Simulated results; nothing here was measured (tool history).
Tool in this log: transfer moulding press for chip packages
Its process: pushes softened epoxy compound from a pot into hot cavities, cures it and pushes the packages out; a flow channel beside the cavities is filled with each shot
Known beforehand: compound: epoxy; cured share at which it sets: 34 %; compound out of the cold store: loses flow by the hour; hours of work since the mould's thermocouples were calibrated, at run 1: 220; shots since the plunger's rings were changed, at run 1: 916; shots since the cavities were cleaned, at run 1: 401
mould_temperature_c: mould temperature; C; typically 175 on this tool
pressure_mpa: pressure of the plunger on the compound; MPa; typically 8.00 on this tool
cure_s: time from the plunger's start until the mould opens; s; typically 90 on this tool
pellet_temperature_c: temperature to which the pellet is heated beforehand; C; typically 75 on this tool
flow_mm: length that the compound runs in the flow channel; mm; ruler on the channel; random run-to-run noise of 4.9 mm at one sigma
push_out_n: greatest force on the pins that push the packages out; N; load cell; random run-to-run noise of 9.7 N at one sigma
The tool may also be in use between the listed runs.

| run | hour | mould_temperature_c | pressure_mpa | cure_s | pellet_temperature_c | hours of work since the mould's thermocouples were calibrated | shots since the plunger's rings were changed | shots since the cavities were cleaned | incoming compound's hours out of the cold store | flow_mm | push_out_n |
|---|---|---|---|---|---|---|---|---|---|---|---|
| 1 | 0.0 | 175 | 8.00 | 90 | 75 | 220 | 916 | 401 | 22.1 | 522 | 594 |
| 2 | 5.9 | 175 | 8.00 | 90 | 75 | 223 | 970 | 455 | 35.8 | 487 | 569 |
| 3 | 11.6 | 175 | 8.00 | 90 | 75 | 226 | 1024 | 509 | 32.6 | 502 | 582 |
| 4 | 24.9 | 175 | 8.00 | 90 | 75 | 233 | 1147 | 632 | 12.2 | 543 | 618 |
| 5 | 37.1 | 175 | 8.00 | 90 | 75 | 239 | 1261 | 746 | 46.1 | 473 | 613 |
|  | 44.5 | cavities cleaned with cleaning compound and waxed |
| 6 | 51.5 | 175 | 8.00 | 90 | 75 | 246 | 1381 | 65 | 26.1 | 508 | 815 |
| 7 | 62.3 | 175 | 8.00 | 90 | 75 | 252 | 1480 | 164 | 41.0 | 485 | 819 |
| 8 | 69.2 | 175 | 8.00 | 90 | 75 | 255 | 1544 | 228 | 36.2 | 494 | 804 |
| 9 | 78.0 | 175 | 8.07 | 90 | 75 | 260 | 1627 | 311 | 17.5 | 526 | 832 |
| 10 | 90.8 | 175 | 8.07 | 90 | 75 | 267 | 1745 | 429 | 8.4 | 548 | 878 |
| 11 | 103.2 | 175 | 8.07 | 90 | 75 | 273 | 1861 | 545 | 41.2 | 479 | 798 |
|  | 111.4 | cavities cleaned with cleaning compound and waxed, once more |
| 12 | 117.3 | 171 | 8.07 | 90 | 75 | 280 | 1978 | 55 | 34.5 | 491 | 572 |
| 13 | 128.8 | 171 | 8.07 | 90 | 75 | 286 | 2084 | 161 | 11.3 | 547 | 693 |
| 14 | 141.8 | 171 | 8.07 | 90 | 75 | 293 | 2205 | 282 | 10.6 | 544 | 737 |
| 15 | 148.3 | 175 | 8.00 | 90 | 75 | 296 | 2265 | 342 | 26.3 | 495 | 535 |
| 16 | 157.7 | 175 | 6.48 | 108 | 75 | 301 | 2353 | 430 | 20.5 | 458 | 422 |
| 17 | 168.5 | 181 | 8.00 | 90 | 82 | 307 | 2453 | 530 | 39.0 | 458 | 427 |
| 18 | 182.3 | 181 | 8.00 | 90 | 82 | 314 | 2581 | 658 | 22.9 | 501 | 452 |
| 19 | 195.5 | 181 | 7.55 | 90 | 80 | 321 | 2703 | 780 | 41.5 | 444 | 446 |
|  | 198.7 | cavities cleaned with cleaning compound and waxed |
| 20 | 208.7 | 175 | 7.18 | 90 | 65 | 327 | 2812 | 92 | 31.0 | 463 | 472 |
| 21 | 221.3 | 175 | 7.18 | 90 | 65 | 333 | 2930 | 210 | 12.9 | 493 | 519 |
| 22 | 235.5 | 176 | 9.69 | 76 | 65 | 341 | 3062 | 342 | 8.7 | 571 | 814 |
| 23 | 249.8 | 176 | 9.69 | 76 | 65 | 348 | 3194 | 474 | 35.2 | 515 | 791 |
| 24 | 263.1 | 176 | 7.84 | 93 | 74 | 355 | 3318 | 598 | 22.6 | 485 | 520 |
| 25 | 276.9 | 176 | 7.84 | 93 | 74 | 363 | 3446 | 726 | 16.4 | 503 | 566 |
|  | 286.6 | cavities cleaned with cleaning compound and waxed |
| 26 | 288.0 | 167 | 7.84 | 93 | 74 | 368 | 3535 | 13 | 35.8 | 482 | 687 |
| 27 | 297.8 | 171 | 6.65 | 114 | 72 | 373 | 3626 | 104 | 16.1 | 469 | 384 |
| 28 | 304.5 | 168 | 9.54 | 83 | 72 | 376 | 3689 | 167 | 22.3 | 564 | 1033 |
| 29 | 314.9 | 171 | 8.00 | 94 | 75 | 382 | 3785 | 263 | 45.1 | 457 | 601 |

Branching from run 29: 3 alternative next runs. What would each branch give?
| A | 325.2 | 168 | 7.45 | 100 | 75 | 387 | 3881 | 359 | 18.6 | ? | ? |
| B | 325.2 | 182 | 8.00 | 81 | 75 | 387 | 3881 | 359 | 21.5 | ? | ? |
| C | 325.2 | 169 | 8.00 | 94 | 75 | 387 | 3881 | 359 | 38.4 | ? | ? |

| run | flow_mm | push_out_n |
|---|---|---|
| A | 505 | 763 |
| B | 483 | 436 |
| C | 478 | 723 |
The same runs, with their run-to-run variation unchanged, on a tool lacking any hidden condition would have given:
| run | flow_mm | push_out_n |
|---|---|---|
| A | 546 | 615 |
| B | 521 | 341 |
| C | 516 | 582 |
